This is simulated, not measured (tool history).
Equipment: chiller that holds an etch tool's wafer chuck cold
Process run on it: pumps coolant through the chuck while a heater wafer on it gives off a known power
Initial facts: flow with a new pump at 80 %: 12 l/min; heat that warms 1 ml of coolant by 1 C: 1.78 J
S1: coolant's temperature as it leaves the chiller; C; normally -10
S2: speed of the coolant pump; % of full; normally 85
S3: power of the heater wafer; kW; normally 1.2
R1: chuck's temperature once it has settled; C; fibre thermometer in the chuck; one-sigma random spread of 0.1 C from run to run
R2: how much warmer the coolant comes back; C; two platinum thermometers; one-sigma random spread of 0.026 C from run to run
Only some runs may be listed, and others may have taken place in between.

run     day   S1  S2     S3    R1    R2
  1       0  -10  85    1.2  -1.6  3.17
  2   4.096  -10  85    1.2  -1.6  3.14
  3     5.9  -10  85    1.2  -1.7  3.13
  4   9.804  -10  85  1.449     0  3.72
  5  13.312  -10  85  1.449     0  3.75
  6  16.329   -6  85  1.449     4  3.71
  7  19.579   -6  99  1.449   2.8   3.1
  8  23.896   -6  99  1.449   2.9  3.11
  9  27.133  -10  75    1.5   1.3   4.4
 10  29.846  -10  75    1.5   1.5  4.37
 11  33.167  -10  75    1.5   1.4  4.31

Taken out of this log: 1 entry between the listed runs. Where each belongs, and how the hidden state differs across it:
Logged between run 7 and run 8: coolant changed, channels flushed (day 21.733)
  heat passed by the chuck's channels, % of clean ones': 99.8 -> 100; drift of the gauge itself on warmer_back_c, C: -0.09 -> -0.11
  measured result minus the result with no hidden state, R2: -0.09 -> -0.11 C
